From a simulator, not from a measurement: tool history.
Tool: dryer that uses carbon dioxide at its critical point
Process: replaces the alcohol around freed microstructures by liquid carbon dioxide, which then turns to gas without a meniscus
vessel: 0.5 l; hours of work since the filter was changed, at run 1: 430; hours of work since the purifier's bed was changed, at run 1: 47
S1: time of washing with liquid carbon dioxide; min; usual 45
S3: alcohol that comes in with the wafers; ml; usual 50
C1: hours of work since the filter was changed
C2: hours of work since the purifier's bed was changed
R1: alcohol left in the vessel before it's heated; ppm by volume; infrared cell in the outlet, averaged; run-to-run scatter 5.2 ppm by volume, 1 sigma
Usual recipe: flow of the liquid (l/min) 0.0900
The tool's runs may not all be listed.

run 1 hour=0.0 | S1=45 flow_of_the_liquid_(l/min)=0.0900 S3=50 | C1=430 C2=47 | R1=153
run 2 hour=8.9 | S1=45 flow_of_the_liquid_(l/min)=0.1320 S3=50 | C1=434 C2=51 | R1=20
run 3 hour=13.6 | S1=54 flow_of_the_liquid_(l/min)=0.0900 S3=50 | C1=437 C2=53 | R1=56
run 4 hour=18.1 | S1=54 flow_of_the_liquid_(l/min)=0.0900 S3=50 | C1=439 C2=55 | R1=43
run 5 hour=26.7 | S1=45 flow_of_the_liquid_(l/min)=0.0900 S3=50 | C1=443 C2=59 | R1=157
run 6 hour=33.8 | S1=45 flow_of_the_liquid_(l/min)=0.0900 S3=50 | C1=446 C2=62 | R1=151
run 7 hour=41.4 | S1=45 flow_of_the_liquid_(l/min)=0.0642 S3=117 | C1=449 C2=66 | R1=2026

Run 8 comes next. What will it give?
run 8 hour=48.8 | S1=45 flow_of_the_liquid_(l/min)=0.1175 S3=77 | C1=453 C2=69 | R1=?

Logged for run 8: R1 48 ppm by volume.
Without the tool's hidden state the same run would have given R1 26 ppm by volume.
